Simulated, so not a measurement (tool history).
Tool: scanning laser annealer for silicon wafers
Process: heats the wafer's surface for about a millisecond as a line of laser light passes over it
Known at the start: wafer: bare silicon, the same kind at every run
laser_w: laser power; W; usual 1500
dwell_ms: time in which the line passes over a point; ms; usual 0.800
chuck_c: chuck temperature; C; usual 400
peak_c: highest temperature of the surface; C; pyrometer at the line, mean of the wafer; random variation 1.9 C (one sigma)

run	hour	laser_w	dwell_ms	chuck_c	peak_c
1	0.0	1500	0.800	400	1117
2	69.8	1500	0.800	400	1119
3	124.3	1433	0.800	400	1078
4	192.1	1500	0.800	400	1120
5	250.0	1500	0.800	400	1117
6	284.6	1500	0.800	400	1118
7	317.3	1500	0.800	400	1117
8	387.9	1500	0.800	400	1117
9	462.0	1290	0.800	400	990
10	506.3	1290	0.800	400	995
11	545.2	1290	0.800	400	995
12	602.1	1500	0.800	400	1121
13	646.9	1603	0.800	400	1182
14	695.5	1603	0.800	400	1182
15	728.3	1603	0.800	400	1179
16	770.0	1385	0.800	400	1050
17	819.0	1385	0.800	400	1053
18	892.3	1592	0.693	383	1105
19	960.0	1317	0.728	377	959
20	1006.6	1279	0.728	361	924
21	1038.8	1500	0.854	437	1181
22	1116.8	1500	0.948	400	1184
23	1155.3	1621	0.572	435	1103
24	1219.4	1556	0.803	365	1112
25	1282.8	1556	0.803	365	1121
26	1363.9	1283	0.803	365	957
27	1402.2	1283	0.781	397	982

Not shown: 3 entries that the log had between the listed runs. Between which runs, and how does the tool's hidden state differ before and after?
Between runs 8 and 9: window over the wafer cleaned (hour 449.3); optics aligned, line set to its width (hour 454.3)
  light that passes the window, % of a clean one's: 99.95 -> 100; width of the line over the set one, %: 0.04 -> 0
Between runs 25 and 26: window over the wafer cleaned (hour 1329.1)
  light that passes the window, % of a clean one's: 99.95 -> 100

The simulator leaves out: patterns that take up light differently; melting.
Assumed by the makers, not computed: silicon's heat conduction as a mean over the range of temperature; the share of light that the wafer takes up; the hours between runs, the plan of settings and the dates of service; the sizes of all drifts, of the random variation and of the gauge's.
